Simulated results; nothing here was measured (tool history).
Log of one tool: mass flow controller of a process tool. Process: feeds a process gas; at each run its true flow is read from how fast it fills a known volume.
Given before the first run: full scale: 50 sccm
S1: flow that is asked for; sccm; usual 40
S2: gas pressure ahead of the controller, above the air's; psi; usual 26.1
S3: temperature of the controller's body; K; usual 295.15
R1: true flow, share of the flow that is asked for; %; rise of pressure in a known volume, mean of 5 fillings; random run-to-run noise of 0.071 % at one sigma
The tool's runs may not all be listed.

run,hour,S1,S2,S3,R1
1,0.0,40,26.1,295.15,99.49
2,92.9,40,26.1,295.15,99.52
3,142.3,40,26.1,295.15,99.45
4,231.3,40,26.1,295.15,99.49
5,282.6,40,26.1,295.15,99.40
6,335.0,40,26.1,295.15,99.38
7,404.3,40,26.1,295.15,99.56
8,445.7,40,26.1,295.15,99.57
9,501.6,40,21.9,295.15,99.51
10,551.0,40,21.9,295.15,99.56
11,625.0,40,26.1,295.15,99.67
12,695.0,40,26.1,295.15,99.47
13,759.6,40,21.8,295.15,99.57
14,808.5,40,26.1,298.15,99.56
15,870.9,6,26.1,295.15,96.34
16,910.0,40,26.1,295.15,99.49
17,948.6,40,26.1,295.15,99.49
18,994.1,40,26.1,311.15,99.13
19,1043.3,40,36.4,295.15,99.47
20,1123.7,40,36.4,295.15,99.47
21,1206.1,40,36.4,295.15,99.62
22,1267.5,20,26.1,295.15,98.04
23,1338.7,20,26.1,295.15,98.07
24,1378.5,20,26.1,295.15,98.11
25,1460.6,35,26.1,296.15,99.15
26,1548.7,34,26.1,313.15,98.50
27,1631.5,21,26.1,313.15,97.68
28,1692.8,35,25.5,295.15,99.26
29,1744.1,6,23.1,295.15,96.28
30,1792.8,6,23.1,295.15,96.25
31,1858.5,8,28.4,311.15,96.26
32,1946.7,49,21.2,311.15,99.90
33,1996.3,10,32.1,311.15,96.57
34,2073.7,10,32.1,311.15,96.46
35,2120.7,17,26.1,295.15,97.94
36,2199.1,32,31.8,296.15,98.90
37,2269.7,23,35.4,296.15,98.14
38,2345.9,23,35.4,296.15,98.21
39,2409.6,23,35.4,296.15,98.21
40,2491.5,13,28.4,301.15,97.19
41,2566.7,9,20.5,310.15,96.54
42,2637.8,15,20.5,310.15,97.25
43,2724.6,38,20.7,298.15,99.68
44,2782.5,7,38.0,294.15,96.31
45,2868.6,40,36.1,296.15,99.48
46,2949.5,37,40.3,295.15,99.23
47,3039.7,40,26.0,299.15,99.64
48,3095.0,40,39.7,294.15,99.51

Below are 3 alternative next runs, each starting from the tool's condition after run 48. Predict each:
A,3153.9,48,29.0,298.15,?
B,3153.9,40,39.7,308.15,?
C,3153.9,22,31.3,294.15,?

run,R1
A,100.24
B,99.23
C,98.26
Take away the tool's hidden state, keep each run's random variation, and the runs would have read:
run,R1
A,99.96
B,98.99
C,98.25
